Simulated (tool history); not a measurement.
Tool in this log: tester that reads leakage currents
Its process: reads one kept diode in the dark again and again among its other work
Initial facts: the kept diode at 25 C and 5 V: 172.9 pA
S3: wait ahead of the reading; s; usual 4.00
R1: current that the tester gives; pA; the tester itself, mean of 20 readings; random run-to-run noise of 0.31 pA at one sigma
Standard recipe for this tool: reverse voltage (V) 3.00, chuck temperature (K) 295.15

{"run": 1, "hour": 0.0, "reverse voltage (V)": 3.0, "chuck temperature (K)": 295.15, "S3": 4.0, "R1": 122.41}
{"run": 2, "hour": 106.5, "reverse voltage (V)": 3.0, "chuck temperature (K)": 295.15, "S3": 4.0, "R1": 123.95}
{"run": 3, "hour": 163.0, "reverse voltage (V)": 2.84, "chuck temperature (K)": 295.15, "S3": 4.0, "R1": 121.53}
{"run": 4, "hour": 269.4, "reverse voltage (V)": 1.27, "chuck temperature (K)": 295.15, "S3": 4.0, "R1": 84.82}
{"run": 5, "hour": 357.3, "reverse voltage (V)": 3.0, "chuck temperature (K)": 295.15, "S3": 4.0, "R1": 126.3}
{"hour": 404.6, "done": "chuck's temperature calibrated"}
{"run": 6, "hour": 413.0, "reverse voltage (V)": 15.7, "chuck temperature (K)": 295.15, "S3": 4.0, "R1": 224.6}
{"run": 7, "hour": 503.4, "reverse voltage (V)": 15.7, "chuck temperature (K)": 295.15, "S3": 4.0, "R1": 226.19}
{"run": 8, "hour": 552.6, "reverse voltage (V)": 15.7, "chuck temperature (K)": 295.15, "S3": 4.0, "R1": 227.51}
{"run": 9, "hour": 631.7, "reverse voltage (V)": 8.5, "chuck temperature (K)": 295.15, "S3": 4.0, "R1": 171.68}
{"run": 10, "hour": 703.0, "reverse voltage (V)": 4.51, "chuck temperature (K)": 295.15, "S3": 4.0, "R1": 128.07}
{"run": 11, "hour": 793.6, "reverse voltage (V)": 3.0, "chuck temperature (K)": 295.15, "S3": 4.0, "R1": 107.63}
{"run": 12, "hour": 843.8, "reverse voltage (V)": 3.0, "chuck temperature (K)": 295.15, "S3": 4.0, "R1": 107.94}
{"run": 13, "hour": 945.7, "reverse voltage (V)": 5.12, "chuck temperature (K)": 295.15, "S3": 4.0, "R1": 139.69}
{"run": 14, "hour": 992.6, "reverse voltage (V)": 3.0, "chuck temperature (K)": 304.15, "S3": 4.0, "R1": 253.52}
{"run": 15, "hour": 1043.2, "reverse voltage (V)": 3.0, "chuck temperature (K)": 304.15, "S3": 4.0, "R1": 254.47}
{"run": 16, "hour": 1146.4, "reverse voltage (V)": 3.0, "chuck temperature (K)": 304.15, "S3": 4.0, "R1": 256.0}
{"run": 17, "hour": 1226.6, "reverse voltage (V)": 3.0, "chuck temperature (K)": 303.15, "S3": 4.0, "R1": 235.64}
{"run": 18, "hour": 1309.2, "reverse voltage (V)": 3.0, "chuck temperature (K)": 303.15, "S3": 4.0, "R1": 235.49}
{"run": 19, "hour": 1411.0, "reverse voltage (V)": 18.53, "chuck temperature (K)": 325.15, "S3": 2.49, "R1": 3515.29}
{"run": 20, "hour": 1463.1, "reverse voltage (V)": 1.92, "chuck temperature (K)": 329.15, "S3": 7.51, "R1": 1732.82}
{"hour": 1515.2, "done": "tester calibrated"}
{"run": 21, "hour": 1567.6, "reverse voltage (V)": 1.92, "chuck temperature (K)": 329.15, "S3": 0.39, "R1": 1705.4}
{"run": 22, "hour": 1660.4, "reverse voltage (V)": 3.12, "chuck temperature (K)": 322.15, "S3": 5.52, "R1": 1220.62}
{"run": 23, "hour": 1711.2, "reverse voltage (V)": 1.16, "chuck temperature (K)": 298.15, "S3": 1.05, "R1": 95.97}
{"run": 24, "hour": 1771.9, "reverse voltage (V)": 1.16, "chuck temperature (K)": 298.15, "S3": 1.05, "R1": 96.27}
{"run": 25, "hour": 1855.2, "reverse voltage (V)": 1.16, "chuck temperature (K)": 298.15, "S3": 1.05, "R1": 97.4}
{"run": 26, "hour": 1925.8, "reverse voltage (V)": 2.38, "chuck temperature (K)": 298.15, "S3": 1.05, "R1": 135.91}

Estimate the outcome of run 27 from the log above:
{"run": 27, "hour": 1978.4, "reverse voltage (V)": 4.3, "chuck temperature (K)": 295.15, "S3": 5.04, "R1": "?"}

Logged for run 27: R1 133.64 pA.
The same run, on a tool lacking any hidden state, would have yielded R1 120.34 pA.
